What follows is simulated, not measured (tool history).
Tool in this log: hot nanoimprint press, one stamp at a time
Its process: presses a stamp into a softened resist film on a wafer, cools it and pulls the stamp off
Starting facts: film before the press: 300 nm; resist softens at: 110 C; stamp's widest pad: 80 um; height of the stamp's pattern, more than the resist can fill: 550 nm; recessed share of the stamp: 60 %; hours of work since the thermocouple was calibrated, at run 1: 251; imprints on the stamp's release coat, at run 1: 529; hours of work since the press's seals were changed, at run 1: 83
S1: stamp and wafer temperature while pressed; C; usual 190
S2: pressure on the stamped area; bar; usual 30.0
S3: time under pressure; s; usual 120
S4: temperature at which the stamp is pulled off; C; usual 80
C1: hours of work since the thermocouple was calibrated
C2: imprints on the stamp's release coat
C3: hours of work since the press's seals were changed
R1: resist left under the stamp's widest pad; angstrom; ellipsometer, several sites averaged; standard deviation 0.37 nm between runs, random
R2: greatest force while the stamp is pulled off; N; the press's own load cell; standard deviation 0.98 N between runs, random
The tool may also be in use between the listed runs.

| run | hour | S1 | S2 | S3 | S4 | C1 | C2 | C3 | R1 | R2 |
|---|---|---|---|---|---|---|---|---|---|---|
| 1 | 0.0 | 190 | 30.0 | 120 | 80 | 251 | 529 | 83 | 1459 | 94.2 |
| 2 | 9.5 | 190 | 30.0 | 120 | 80 | 256 | 551 | 88 | 1470 | 92.9 |
| 3 | 16.1 | 190 | 30.0 | 120 | 80 | 260 | 566 | 92 | 1469 | 95.2 |
|  | 30.7 | stamp cleaned and given a new release coat |
| 4 | 30.7 | 190 | 45.2 | 120 | 80 | 265 | 0 | 97 | 1176 | 95.5 |
| 5 | 42.4 | 190 | 45.2 | 120 | 80 | 272 | 27 | 104 | 1178 | 95.0 |
| 6 | 51.6 | 190 | 30.0 | 120 | 80 | 278 | 49 | 109 | 1470 | 94.6 |
| 7 | 59.5 | 190 | 30.0 | 120 | 80 | 282 | 67 | 114 | 1472 | 93.7 |
| 8 | 70.6 | 190 | 30.0 | 120 | 80 | 289 | 93 | 120 | 1467 | 94.4 |
| 9 | 76.0 | 190 | 30.0 | 120 | 80 | 292 | 105 | 123 | 1466 | 96.2 |
| 10 | 85.2 | 190 | 30.0 | 120 | 80 | 297 | 127 | 129 | 1466 | 96.3 |
| 11 | 92.9 | 190 | 30.0 | 120 | 80 | 302 | 145 | 133 | 1473 | 94.6 |
| 12 | 98.7 | 190 | 30.0 | 120 | 80 | 305 | 158 | 137 | 1473 | 94.8 |
| 13 | 107.6 | 190 | 22.3 | 120 | 80 | 310 | 179 | 142 | 1700 | 93.7 |
| 14 | 119.9 | 190 | 30.0 | 120 | 80 | 317 | 207 | 149 | 1470 | 92.4 |
| 15 | 125.6 | 190 | 30.0 | 120 | 73 | 321 | 220 | 152 | 1460 | 100.1 |
| 16 | 133.8 | 195 | 30.0 | 120 | 80 | 325 | 239 | 157 | 1193 | 94.6 |
| 17 | 141.3 | 195 | 30.0 | 120 | 80 | 330 | 257 | 161 | 1196 | 93.1 |
| 18 | 147.1 | 195 | 30.0 | 120 | 80 | 333 | 270 | 165 | 1198 | 93.9 |
| 19 | 152.2 | 190 | 27.2 | 64 | 69 | 336 | 282 | 168 | 1857 | 106.8 |
| 20 | 163.7 | 178 | 27.2 | 132 | 69 | 343 | 309 | 174 | 2291 | 104.2 |
| 21 | 172.2 | 190 | 23.4 | 118 | 80 | 348 | 328 | 179 | 1670 | 94.5 |
| 22 | 183.6 | 190 | 23.4 | 118 | 80 | 354 | 355 | 186 | 1668 | 94.7 |
| 23 | 189.9 | 200 | 44.3 | 132 | 78 | 358 | 370 | 190 | 746 | 95.9 |
| 24 | 200.3 | 200 | 44.3 | 132 | 78 | 364 | 394 | 196 | 745 | 98.0 |
| 25 | 207.2 | 185 | 44.3 | 132 | 76 | 368 | 410 | 200 | 1436 | 97.7 |
| 26 | 215.2 | 188 | 44.3 | 101 | 65 | 373 | 428 | 204 | 1372 | 108.7 |
| 27 | 225.5 | 190 | 32.9 | 120 | 80 | 379 | 452 | 210 | 1393 | 95.0 |
| 28 | 230.8 | 190 | 24.6 | 61 | 74 | 382 | 464 | 213 | 1968 | 100.1 |
|  | 238.4 | plate thermocouple calibrated |
| 29 | 246.0 | 190 | 24.6 | 61 | 74 | 4 | 493 | 220 | 1970 | 99.8 |

Branching from run 29: 5 alternative next runs. What would each branch give?
| A | 258.4 | 184 | 24.6 | 172 | 83 | 12 | 522 | 228 | ? | ? |
| B | 258.4 | 190 | 24.6 | 122 | 74 | 12 | 522 | 228 | ? | ? |
| C | 258.4 | 192 | 21.0 | 82 | 74 | 12 | 522 | 228 | ? | ? |
| D | 258.4 | 190 | 25.4 | 161 | 73 | 12 | 522 | 228 | ? | ? |
| E | 258.4 | 190 | 24.6 | 61 | 86 | 12 | 522 | 228 | ? | ? |

| run | R1 | R2 |
|---|---|---|
| A | 1836 | 91.0 |
| B | 1612 | 101.3 |
| C | 1817 | 99.3 |
| D | 1461 | 102.4 |
| E | 1968 | 90.1 |
With no hidden state in the tool, these same runs would have given:
| run | R1 | R2 |
|---|---|---|
| A | 1836 | 90.3 |
| B | 1612 | 100.5 |
| C | 1817 | 98.6 |
| D | 1460 | 101.7 |
| E | 1968 | 89.4 |
